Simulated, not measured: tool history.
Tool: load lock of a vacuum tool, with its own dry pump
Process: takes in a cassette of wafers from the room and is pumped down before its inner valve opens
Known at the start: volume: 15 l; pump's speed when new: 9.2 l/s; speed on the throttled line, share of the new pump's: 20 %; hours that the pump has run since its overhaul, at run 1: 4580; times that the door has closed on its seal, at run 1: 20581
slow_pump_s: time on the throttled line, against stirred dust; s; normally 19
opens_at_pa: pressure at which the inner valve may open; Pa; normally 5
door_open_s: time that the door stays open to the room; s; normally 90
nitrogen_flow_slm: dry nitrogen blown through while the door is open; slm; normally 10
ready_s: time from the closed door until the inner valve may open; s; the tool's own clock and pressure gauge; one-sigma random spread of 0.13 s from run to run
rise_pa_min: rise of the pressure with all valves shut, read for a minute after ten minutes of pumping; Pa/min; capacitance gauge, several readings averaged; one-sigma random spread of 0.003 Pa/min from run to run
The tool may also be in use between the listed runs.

run	hour	slow_pump_s	opens_at_pa	door_open_s	nitrogen_flow_slm	hours that the pump has run since its overhaul	times that the door has closed on its seal	incoming humidity of the room's air, %	ready_s	rise_pa_min
1	0	19	5	90	10	4580	20581	49.2	32.1	0.588
# hour 72.6: door's seal changed, seat wiped
2	125.5	19	5	90	10	4704	209	47.9	31.9	0.046
3	351.3	19	5	90	7	4930	1099	44.8	32.3	0.062
4	531.9	19	5	90	7	5110	1811	46.5	32.6	0.063
5	705.6	19	5	73	10	5284	2496	40.7	32.4	0.058
6	849.3	19	5	90	10	5428	3063	46.7	32.4	0.077
7	975.8	19	7	90	9	5554	3562	48.3	31.6	0.082
8	1183.1	20	6	213	4	5762	4380	47.5	32.8	0.144
9	1281.1	31	4	213	24	5860	4766	43.7	42.6	0.099
10	1381	25	6	64	42	5959	5160	42.3	36.9	0.09
11	1500.1	25	6	64	42	6079	5630	44.3	36.7	0.099

Each row is a separate what-if for the run after 11, all from the same tool condition, not one after another. Results?
A	1684.1	25	6	52	42	6263	6355	41.6	?	?
B	1684.1	16	5	90	10	6263	6355	45.5	?	?
C	1684.1	19	4	47	8	6263	6355	41.4	?	?
D	1684.1	21	7	30	42	6263	6355	45.8	?	?
E	1684.1	26	5	112	10	6263	6355	44.9	?	?

run	ready_s	rise_pa_min
A	36.5	0.1
B	30	0.132
C	33	0.121
D	33.3	0.1
E	37.7	0.136
Without the tool's hidden state the same runs would have given:
run	ready_s	rise_pa_min
A	35.9	0.015
B	29.3	0.046
C	32.3	0.035
D	32.7	0.013
E	37.1	0.048

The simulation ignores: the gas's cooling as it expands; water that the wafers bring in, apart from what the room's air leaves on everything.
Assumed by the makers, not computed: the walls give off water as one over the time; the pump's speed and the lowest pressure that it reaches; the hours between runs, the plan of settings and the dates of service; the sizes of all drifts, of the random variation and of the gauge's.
